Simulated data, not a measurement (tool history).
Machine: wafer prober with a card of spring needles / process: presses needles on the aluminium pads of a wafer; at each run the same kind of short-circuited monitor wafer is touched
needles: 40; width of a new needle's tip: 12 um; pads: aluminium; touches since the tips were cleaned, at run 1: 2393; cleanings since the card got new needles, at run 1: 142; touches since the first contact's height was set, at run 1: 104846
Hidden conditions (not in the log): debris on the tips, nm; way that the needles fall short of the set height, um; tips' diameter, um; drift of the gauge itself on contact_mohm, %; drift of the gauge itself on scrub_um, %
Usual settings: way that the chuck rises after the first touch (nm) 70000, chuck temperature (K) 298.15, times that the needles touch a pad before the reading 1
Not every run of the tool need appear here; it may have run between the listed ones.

run,hour,way that the chuck rises after the first touch (nm),chuck temperature (K),times that the needles touch a pad before the reading,touches since the tips were cleaned,cleanings since the card got new needles,touches since the first contact's height was set,resistance of one needle with its contact and lead (mohm),way that a needle slides on the pad (nm)
1,0.0,70000,298.15,1,2393,142,104846,273,13750
# hour 4.7: tips cleaned on abrasive film
# hour 16.0: tips cleaned on abrasive film
# hour 26.2: tips cleaned on abrasive film
2,26.2,70000,298.15,1,0,145,113938,257,13720
# hour 36.9: tips cleaned on abrasive film
# hour 47.1: tips cleaned on abrasive film
# hour 58.8: tips cleaned on abrasive film
3,59.0,70000,298.15,1,85,148,125318,255,13660
# hour 71.0: tips cleaned on abrasive film
# hour 82.8: tips cleaned on abrasive film
4,89.4,70000,298.15,1,2322,150,135910,272,13690
# hour 93.7: tips cleaned on abrasive film
# hour 94.0: height of the first contact set anew
# hour 104.0: tips cleaned on abrasive film
5,106.0,70000,298.15,1,708,152,4181,261,13980
# hour 115.5: tips cleaned on abrasive film
# hour 125.9: tips cleaned on abrasive film
6,129.2,70000,298.15,3,1167,154,12235,256,13970
# hour 136.7: tips cleaned on abrasive film
# hour 147.8: tips cleaned on abrasive film
# hour 159.2: tips cleaned on abrasive film
7,167.9,70000,298.15,3,3043,157,25700,264,13940
# hour 170.5: tips cleaned on abrasive film
# hour 181.6: tips cleaned on abrasive film
# hour 193.9: tips cleaned on abrasive film
8,203.0,70000,298.15,3,3189,160,37893,267,13910
# hour 205.6: tips cleaned on abrasive film
# hour 216.9: tips cleaned on abrasive film
# hour 228.9: tips cleaned on abrasive film
9,236.3,70000,360.15,3,2601,163,49448,275,13860
# hour 240.6: tips cleaned on abrasive film
# hour 252.9: tips cleaned on abrasive film
# hour 264.8: tips cleaned on abrasive film
10,268.8,70000,298.15,1,1405,166,60722,272,13870
# hour 275.5: tips cleaned on abrasive film
# hour 285.9: tips cleaned on abrasive film
# hour 296.4: tips cleaned on abrasive film
11,296.4,60000,298.15,2,0,169,70307,258,11800
# hour 307.2: tips cleaned on abrasive film
# hour 318.1: tips cleaned on abrasive film
12,324.3,67000,394.15,3,2178,171,80017,289,13190
# hour 329.4: tips cleaned on abrasive film
# hour 340.8: tips cleaned on abrasive film
13,340.8,52000,298.15,2,0,173,85714,258,10200
# hour 352.3: tips cleaned on abrasive film
# hour 363.6: tips cleaned on abrasive film
14,373.0,82000,301.15,2,3268,175,96916,267,16150
# hour 375.5: tips cleaned on abrasive film
# hour 387.3: tips cleaned on abrasive film
15,394.9,65000,313.15,3,2682,177,104546,269,12740
# hour 397.5: tips cleaned on abrasive film
# hour 408.9: tips cleaned on abrasive film
# hour 420.6: tips cleaned on abrasive film
16,426.2,70000,381.15,1,1986,180,115407,292,13710
# hour 431.2: tips cleaned on abrasive film
# hour 441.2: tips cleaned on abrasive film
# hour 452.2: tips cleaned on abrasive film
# hour 463.5: tips cleaned on abrasive film
17,463.7,70000,381.15,2,51,184,128390,281,13670
# hour 473.7: tips cleaned on abrasive film
# hour 485.5: tips cleaned on abrasive film
# hour 490.8: height of the first contact set anew
18,493.0,71000,377.15,1,2528,186,792,292,14190
# hour 497.6: tips cleaned on abrasive film
# hour 509.7: tips cleaned on abrasive film
19,513.3,52000,377.15,2,1288,188,7846,295,10370
# hour 520.1: tips cleaned on abrasive film
# hour 531.9: tips cleaned on abrasive film
# hour 542.9: tips cleaned on abrasive film
20,542.9,68000,298.15,2,0,191,18097,258,13550

Predict each of these 4 candidate next runs independently; none follows another, all start after run 20:
# hour 554.0: tips cleaned on abrasive film
# hour 565.8: tips cleaned on abrasive film
A,570.5,79000,319.15,2,1638,193,27685,?,?
# hour 554.0: tips cleaned on abrasive film
# hour 565.8: tips cleaned on abrasive film
B,570.5,68000,352.15,2,1638,193,27685,?,?
# hour 554.0: tips cleaned on abrasive film
# hour 565.8: tips cleaned on abrasive film
C,570.5,70000,361.15,1,1638,193,27685,?,?
# hour 554.0: tips cleaned on abrasive film
# hour 565.8: tips cleaned on abrasive film
D,570.5,57000,310.15,1,1638,193,27685,?,?

run,resistance of one needle with its contact and lead (mohm),way that a needle slides on the pad (nm)
A,270,15730
B,282,13530
C,288,13920
D,284,11320
Take away the tool's hidden state, keep each run's random variation, and the runs would have read:
run,resistance of one needle with its contact and lead (mohm),way that a needle slides on the pad (nm)
A,260,15810
B,270,13610
C,270,14000
D,258,11400

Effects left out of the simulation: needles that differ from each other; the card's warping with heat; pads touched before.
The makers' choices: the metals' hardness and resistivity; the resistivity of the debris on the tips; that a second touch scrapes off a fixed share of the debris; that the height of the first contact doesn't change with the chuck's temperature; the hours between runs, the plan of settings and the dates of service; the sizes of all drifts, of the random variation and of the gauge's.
